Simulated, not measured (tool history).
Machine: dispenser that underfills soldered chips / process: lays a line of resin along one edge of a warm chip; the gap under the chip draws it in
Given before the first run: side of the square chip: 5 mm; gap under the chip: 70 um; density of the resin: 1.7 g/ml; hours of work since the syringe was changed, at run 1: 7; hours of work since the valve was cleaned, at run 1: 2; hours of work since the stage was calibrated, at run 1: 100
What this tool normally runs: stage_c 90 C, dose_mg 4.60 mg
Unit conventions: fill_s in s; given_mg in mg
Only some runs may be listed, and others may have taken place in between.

run	hour	stage_c	dose_mg	hours of work since the syringe was changed	hours of work since the valve was cleaned	hours of work since the stage was calibrated	fill_s	given_mg
1	0.0	90	4.60	7	2	100	15.3	4.62
# hour 3.2: new syringe of resin
2	3.9	90	4.60	1	5	103	11.7	4.62
3	7.2	103	4.60	3	7	105	9.0	4.59
4	13.4	90	5.08	7	12	109	15.5	5.04
# hour 15.9: new syringe of resin
5	17.5	90	5.08	1	14	112	11.8	5.04
6	22.4	90	5.58	5	18	116	13.7	5.54
7	28.1	90	5.58	9	22	120	17.0	5.53
# hour 28.9: new syringe of resin
8	33.1	90	4.60	3	25	123	12.8	4.52
9	38.8	90	4.92	7	29	127	16.0	4.81
# hour 41.6: new syringe of resin
10	42.1	90	4.92	0	31	129	11.5	4.80
11	47.7	90	4.92	4	35	133	14.1	4.83
12	53.1	90	4.92	8	39	137	16.1	4.81
# hour 54.6: new syringe of resin
13	56.5	90	4.92	1	41	139	11.8	4.79
14	62.1	90	4.92	5	45	143	14.8	4.77
15	65.0	77	4.23	7	47	145	25.4	4.11
# hour 67.5: new syringe of resin
16	71.3	80	5.24	3	51	149	16.9	5.05
17	77.3	80	4.74	7	56	153	21.7	4.55
# hour 80.4: new syringe of resin
18	81.7	89	5.49	1	58	156	11.9	5.26
19	88.1	87	4.58	5	63	161	16.4	4.37
# hour 92.6: dispensing valve cleaned and set on the balance
20	93.4	75	5.97	8	1	164	26.7	5.99
# hour 94.2: new syringe of resin
21	98.2	94	4.14	3	4	167	11.5	4.13
22	103.2	93	4.80	6	7	171	14.1	4.74
23	105.8	93	4.80	8	9	172	16.2	4.72
# hour 107.1: new syringe of resin
24	109.0	93	4.80	1	11	174	11.5	4.75
25	113.8	86	5.34	5	14	178	15.9	5.21
# hour 119.9: new syringe of resin
26	119.9	87	5.09	0	19	182	12.1	5.00
27	124.8	90	5.99	3	22	185	12.8	5.88

Entry by entry between the runs, the difference in hidden state between the last listed run before and the first listed run after:
Runs 1 to 2: new syringe of resin (hour 3.2)
  resin's viscosity, % of fresh resin's: 135.4 -> 102.1; dose that the valve gives, % of what is set: 100.1 -> 99.88; true chip temperature over the reading, C: 0.94 -> 0.95
  what was measured, less what the result would be without the hidden state, fill_s: +3.8 -> -0.1 s; given_mg: +0.00 -> +0.00 mg
Runs 4 to 5: new syringe of resin (hour 15.9)
  resin's viscosity, % of fresh resin's: 138.4 -> 105.3; dose that the valve gives, % of what is set: 99.41 -> 99.21; true chip temperature over the reading, C: 1 -> 1.02
  what was measured, less what the result would be without the hidden state, fill_s: +4.0 -> +0.2 s; given_mg: -0.03 -> -0.04 mg
Runs 7 to 8: new syringe of resin (hour 28.9)
  resin's viscosity, % of fresh resin's: 147.8 -> 115.7; dose that the valve gives, % of what is set: 98.62 -> 98.38; true chip temperature over the reading, C: 1.07 -> 1.09
  what was measured, less what the result would be without the hidden state, fill_s: +5.1 -> +1.4 s; given_mg: -0.08 -> -0.08 mg
Runs 9 to 10: new syringe of resin (hour 41.6)
  resin's viscosity, % of fresh resin's: 138.8 -> 100.7; dose that the valve gives, % of what is set: 98.08 -> 97.92; true chip temperature over the reading, C: 1.12 -> 1.13
  what was measured, less what the result would be without the hidden state, fill_s: +4.0 -> -0.3 s; given_mg: -0.09 -> -0.10 mg
Runs 12 to 13: new syringe of resin (hour 54.6)
  resin's viscosity, % of fresh resin's: 143.7 -> 107.2; dose that the valve gives, % of what is set: 97.33 -> 97.16; true chip temperature over the reading, C: 1.18 -> 1.19
  what was measured, less what the result would be without the hidden state, fill_s: +4.5 -> +0.4 s; given_mg: -0.13 -> -0.14 mg
Runs 15 to 16: new syringe of resin (hour 67.5)
  resin's viscosity, % of fresh resin's: 141 -> 112.5; dose that the valve gives, % of what is set: 96.7 -> 96.37; true chip temperature over the reading, C: 1.23 -> 1.26
  what was measured, less what the result would be without the hidden state, fill_s: +6.7 -> +1.3 s; given_mg: -0.14 -> -0.19 mg
Runs 17 to 18: new syringe of resin (hour 80.4)
  resin's viscosity, % of fresh resin's: 136.6 -> 103; dose that the valve gives, % of what is set: 96.08 -> 95.86; true chip temperature over the reading, C: 1.29 -> 1.31
  what was measured, less what the result would be without the hidden state, fill_s: +5.2 -> -0.1 s; given_mg: -0.19 -> -0.23 mg
Runs 19 to 20: dispensing valve cleaned and set on the balance (hour 92.6)
  resin's viscosity, % of fresh resin's: 126.3 -> 145.3; dose that the valve gives, % of what is set: 95.53 -> 99.74; true chip temperature over the reading, C: 1.34 -> 1.36
  what was measured, less what the result would be without the hidden state, fill_s: +2.9 -> +7.4 s; given_mg: -0.21 -> -0.02 mg
Runs 20 to 21: new syringe of resin (hour 94.2)
  resin's viscosity, % of fresh resin's: 145.3 -> 114.8; dose that the valve gives, % of what is set: 99.74 -> 99.5; true chip temperature over the reading, C: 1.36 -> 1.38
  what was measured, less what the result would be without the hidden state, fill_s: +7.4 -> +1.1 s; given_mg: -0.02 -> -0.02 mg
Runs 23 to 24: new syringe of resin (hour 107.1)
  resin's viscosity, % of fresh resin's: 146.4 -> 108.1; dose that the valve gives, % of what is set: 99.08 -> 98.91; true chip temperature over the reading, C: 1.41 -> 1.42
  what was measured, less what the result would be without the hidden state, fill_s: +4.5 -> +0.4 s; given_mg: -0.05 -> -0.06 mg
Runs 25 to 26: new syringe of resin (hour 119.9)
  resin's viscosity, % of fresh resin's: 126.1 -> 99.6; dose that the valve gives, % of what is set: 98.66 -> 98.36; true chip temperature over the reading, C: 1.45 -> 1.48
  what was measured, less what the result would be without the hidden state, fill_s: +2.8 -> -0.7 s; given_mg: -0.07 -> -0.09 mg
